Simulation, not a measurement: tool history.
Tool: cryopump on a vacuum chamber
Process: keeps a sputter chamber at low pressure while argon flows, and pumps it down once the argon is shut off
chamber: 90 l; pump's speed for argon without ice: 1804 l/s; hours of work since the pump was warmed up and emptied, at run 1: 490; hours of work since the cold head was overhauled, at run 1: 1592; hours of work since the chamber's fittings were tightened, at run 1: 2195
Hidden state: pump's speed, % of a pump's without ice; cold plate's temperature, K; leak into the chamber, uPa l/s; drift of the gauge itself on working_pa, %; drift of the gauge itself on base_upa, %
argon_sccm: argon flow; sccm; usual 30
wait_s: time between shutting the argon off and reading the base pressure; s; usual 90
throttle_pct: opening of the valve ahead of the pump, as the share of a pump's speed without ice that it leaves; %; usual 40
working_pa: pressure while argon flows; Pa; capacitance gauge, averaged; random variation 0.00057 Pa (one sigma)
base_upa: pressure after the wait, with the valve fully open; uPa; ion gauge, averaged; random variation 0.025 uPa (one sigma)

run     day  argon_sccm  wait_s  throttle_pct  hours of work since the pump was warmed up and emptied  hours of work since the cold head was overhauled  hours of work since the chamber's fittings were tightened  working_pa  base_upa
  1   0.000          30      90            40                                                     490                                              1592                                                       2195      0.0751      2.02
  2   2.112          30      90            20                                                     531                                              1633                                                       2236      0.1451      2.09
  3   3.704          30      40            40                                                     562                                              1664                                                       2267      0.0756      3.05
  4   5.033          30      40            40                                                     588                                              1690                                                       2293      0.0751      3.13
  5   6.954          30      40            40                                                     626                                              1728                                                       2330      0.0753      3.19
  6   9.112          30      40            40                                                     668                                              1770                                                       2373      0.0764      3.21
  7  10.388          12      90            40                                                     693                                              1795                                                       2397      0.0301      2.12
  8  12.233          12      90            18                                                     729                                              1831                                                       2433      0.0638      2.24
  9  14.833          12      90            18                                                     780                                              1882                                                       2484      0.0662      2.26
 10  17.346          12      90            18                                                     829                                              1931                                                       2533      0.0652      2.31
 11  19.771          30      90            40                                                     876                                              1978                                                       2581      0.0795      2.37
 12  22.183          30      90            40                                                     923                                              2025                                                       2628      0.0787      2.44
 13  24.283          23      37            31                                                     964                                              2066                                                       2669      0.0767      3.64
 14  26.738          30      50            31                                                    1012                                              2114                                                       2717      0.0991      3.13
 15  28.721          30      50            31                                                    1051                                              2153                                                       2755      0.1003      3.12
     30.604  -- pump warmed up, emptied and cooled again
 16  30.938          20      46            17                                                       6                                              2192                                                       2795      0.1104      2.89
 17  32.792          27      46            31                                                      43                                              2228                                                       2831      0.0824      2.98
 18  35.004          27     248            33                                                      86                                              2272                                                       2874      0.0774      1.62
 19  37.017          27     248            33                                                     125                                              2311                                                       2913      0.0769      1.65
 20  39.167          27      60            33                                                     167                                              2353                                                       2955      0.0781      2.69
 21  40.608          32      90            24                                                     195                                              2381                                                       2983      0.1259      2.28
 22  42.329          15      24            17                                                     229                                              2415                                                       3017      0.0842      4.48
 23  44.688          30      90            55                                                     275                                              2461                                                       3063      0.0541      2.31

Hidden state or all else? Some run-to-run changes of working_pa, split into what the settings, what came in and random variation would give without the hidden state, and what is left for the hidden state (with any gauge scatter that isn't in both results):
Run 1 -> 2: throttle_pct 40 -> 20. working_pa +0.0700 Pa: hidden state +0.0003, all else +0.0697.
Run 2 -> 3: wait_s 90 -> 40, throttle_pct 20 -> 40. working_pa -0.0695 Pa: hidden state +0.0004, all else -0.0699.
Run 10 -> 11: argon_sccm 12 -> 30, throttle_pct 18 -> 40. working_pa +0.0143 Pa: hidden state +0.0051, all else +0.0092.
Run 15 -> 16: argon_sccm 30 -> 20, wait_s 50 -> 46, throttle_pct 31 -> 17, pump warmed up, emptied and cooled again. working_pa +0.0101 Pa: hidden state -0.0098, all else +0.0199.
